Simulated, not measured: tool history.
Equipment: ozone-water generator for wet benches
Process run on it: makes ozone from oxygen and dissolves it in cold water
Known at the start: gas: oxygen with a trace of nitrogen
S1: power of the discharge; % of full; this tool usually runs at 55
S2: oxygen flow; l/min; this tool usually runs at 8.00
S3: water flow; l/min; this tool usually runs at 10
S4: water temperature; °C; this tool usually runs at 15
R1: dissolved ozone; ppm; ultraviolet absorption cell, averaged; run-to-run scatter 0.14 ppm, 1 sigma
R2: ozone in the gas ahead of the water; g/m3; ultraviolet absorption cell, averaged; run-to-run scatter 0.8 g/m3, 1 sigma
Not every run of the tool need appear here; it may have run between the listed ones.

run,hour,S1,S2,S3,S4,R1,R2
1,0.0,55,8.00,10,15,14.1,115.7
2,114.8,55,8.00,10,15,13.9,115.6
# hour 157.6: contactor cleaned
3,201.0,55,8.00,10,15,16.1,117.7
4,320.1,55,8.00,10,15,15.9,116.4
5,426.6,55,8.00,10,15,15.9,117.0
6,519.4,67,8.00,10,15,17.5,130.6
7,650.6,67,8.00,10,15,17.6,127.3
8,760.0,55,8.00,10,15,15.6,115.1
9,832.9,55,7.93,10,15,15.6,115.7
10,967.4,55,8.00,10,15,15.4,115.6
11,1073.8,55,8.00,10,15,15.3,115.2
12,1169.3,55,8.35,10,15,15.2,111.8
13,1298.7,55,8.35,10,15,15.2,113.0
14,1375.2,55,10.01,10,15,14.6,101.6
15,1471.0,55,10.01,10,15,14.5,101.9
16,1535.1,55,10.01,10,15,14.3,102.4
17,1654.9,55,10.01,10,15,14.4,100.8
18,1786.2,55,9.82,13,15,12.3,102.2
19,1893.6,55,9.82,11,15,13.5,101.4
# hour 1900.4: water thermometer calibrated
20,1989.1,55,7.58,10,18,14.0,115.6
21,2065.2,50,4.36,9,20,15.2,143.8
22,2155.7,55,8.00,6,21,16.6,112.8
23,2247.9,55,8.00,6,21,16.9,110.5
24,2393.6,74,8.00,10,15,17.2,132.9
25,2519.1,95,8.00,10,9,21.9,148.2
26,2639.7,43,5.04,11,9,14.3,125.2
27,2706.7,88,5.04,11,13,18.9,177.7
28,2842.4,55,8.00,12,7,15.2,110.7
29,2911.1,54,8.00,12,8,14.7,109.6
30,2997.7,76,8.98,7,23,16.4,123.7
31,3089.0,76,5.68,13,23,12.8,154.9
32,3190.5,76,5.68,13,23,12.6,154.7

Below are 3 alternative next runs, each starting from the tool's condition after run 32. Predict each:
A,3318.2,55,8.00,10,8,?,?
B,3318.2,76,7.51,13,9,?,?
C,3318.2,51,5.68,13,23,?,?

run,R1,R2
A,16.5,110.8
B,15.9,134.1
C,10.2,126.0
Had the tool no hidden state, the same runs would have come out as:
run,R1,R2
A,20.4,124.5
B,20.2,154.2
C,12.6,140.7
